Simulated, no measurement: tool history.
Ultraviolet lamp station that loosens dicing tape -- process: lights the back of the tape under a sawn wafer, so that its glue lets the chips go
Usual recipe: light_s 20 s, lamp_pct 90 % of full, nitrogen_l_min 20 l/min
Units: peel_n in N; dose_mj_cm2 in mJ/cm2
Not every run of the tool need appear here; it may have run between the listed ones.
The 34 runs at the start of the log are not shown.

| run | hour | light_s | lamp_pct | nitrogen_l_min | hours of work of the lamp | hours of work since the window was cleaned | peel_n | dose_mj_cm2 |
|---|---|---|---|---|---|---|---|---|
| 35 | 2207.1 | 17 | 87 | 18 | 1552 | 213 | 1.558 | 189 |
| 36 | 2287.2 | 17 | 87 | 18 | 1593 | 254 | 1.568 | 182 |
|  | 2314.1 | window cleaned of glue's vapour |
| 37 | 2349.4 | 17 | 63 | 18 | 1624 | 18 | 2 | 162 |
| 38 | 2414.8 | 20 | 77 | 20 | 1658 | 52 | 1.229 | 215 |
| 39 | 2496.7 | 20 | 63 | 20 | 1700 | 94 | 1.681 | 171 |
| 40 | 2575.2 | 20 | 63 | 20 | 1740 | 134 | 1.804 | 163 |
| 41 | 2626.5 | 20 | 63 | 20 | 1766 | 160 | 1.843 | 158 |
| 42 | 2716 | 30 | 76 | 30 | 1812 | 206 | 0.706 | 277 |
| 43 | 2793.7 | 20 | 90 | 38 | 1852 | 246 | 1.082 | 208 |
|  | 2839.3 | window cleaned of glue's vapour |
| 44 | 2876.4 | 21 | 62 | 20 | 1894 | 19 | 1.716 | 174 |

Below are 3 alternative next runs, each starting from the tool's condition after run 44. Predict each:
| A | 2957.3 | 13 | 66 | 9 | 1935 | 60 | ? | ? |
| B | 2957.3 | 11 | 94 | 7 | 1935 | 60 | ? | ? |
| C | 2957.3 | 21 | 60 | 32 | 1935 | 60 | ? | ? |

| run | peel_n | dose_mj_cm2 |
|---|---|---|
| A | 3.034 | 108 |
| B | 2.783 | 132 |
| C | 1.658 | 162 |
With the hidden condition removed and each run's random variation left untouched, the same runs would have given:
| run | peel_n | dose_mj_cm2 |
|---|---|---|
| A | 1.966 | 179 |
| B | 1.709 | 216 |
| C | 0.769 | 265 |
